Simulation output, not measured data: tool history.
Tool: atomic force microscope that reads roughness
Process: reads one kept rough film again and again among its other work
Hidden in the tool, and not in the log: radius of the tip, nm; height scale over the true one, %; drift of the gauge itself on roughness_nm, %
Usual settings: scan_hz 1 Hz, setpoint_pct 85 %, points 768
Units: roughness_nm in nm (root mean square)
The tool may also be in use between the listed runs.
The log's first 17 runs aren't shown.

run,hour,scan_hz,setpoint_pct,points,pictures with this tip,hours of work since the height scale was calibrated,roughness_nm
18,824.6,1,85,768,176,428,2.925
19,872.2,0.78,72,336,263,457,3.039
# hour 884.2: new tip fitted
20,930.1,0.54,64,429,84,493,3.403
21,979.8,1,85,689,175,524,2.923
# hour 1044.9: new tip fitted
22,1050.8,0.74,64,263,11,568,3.486
23,1112.9,0.9,74,278,124,607,3.163
24,1161.6,2.38,85,284,213,637,2.472
# hour 1203.4: new tip fitted
25,1208.5,1.32,85,768,9,666,3.037
26,1241.3,1.32,85,768,69,687,2.954
27,1293.6,1.28,73,768,165,719,3.092
28,1322.8,1.61,85,591,218,738,2.699
# hour 1359.1: new tip fitted
29,1363.5,1.35,74,664,8,763,3.27
30,1434.4,3.03,76,675,138,807,2.702
31,1500.3,3.03,76,675,259,848,2.552
# hour 1516.2: new tip fitted
32,1557.3,0.63,76,461,75,883,3.346
33,1611.4,2.41,67,443,174,917,3.012
# hour 1676: new tip fitted
34,1676,0.69,90,387,0,957,3.243
35,1730.1,0.69,90,387,99,991,3.102
36,1792.1,1.08,76,768,213,1029,3.034

Forecast each of these 3 alternatives for the next run:
# hour 1836.3: new tip fitted
A,1842.8,2.74,55,515,12,1061,?
# hour 1836.3: new tip fitted
B,1842.8,2.64,63,768,12,1061,?
# hour 1836.3: new tip fitted
C,1842.8,2.42,78,768,12,1061,?

run,roughness_nm
A,3.384
B,3.223
C,2.917
Without the tool's hidden state the same runs would have given:
run,roughness_nm
A,3.383
B,3.221
C,2.915

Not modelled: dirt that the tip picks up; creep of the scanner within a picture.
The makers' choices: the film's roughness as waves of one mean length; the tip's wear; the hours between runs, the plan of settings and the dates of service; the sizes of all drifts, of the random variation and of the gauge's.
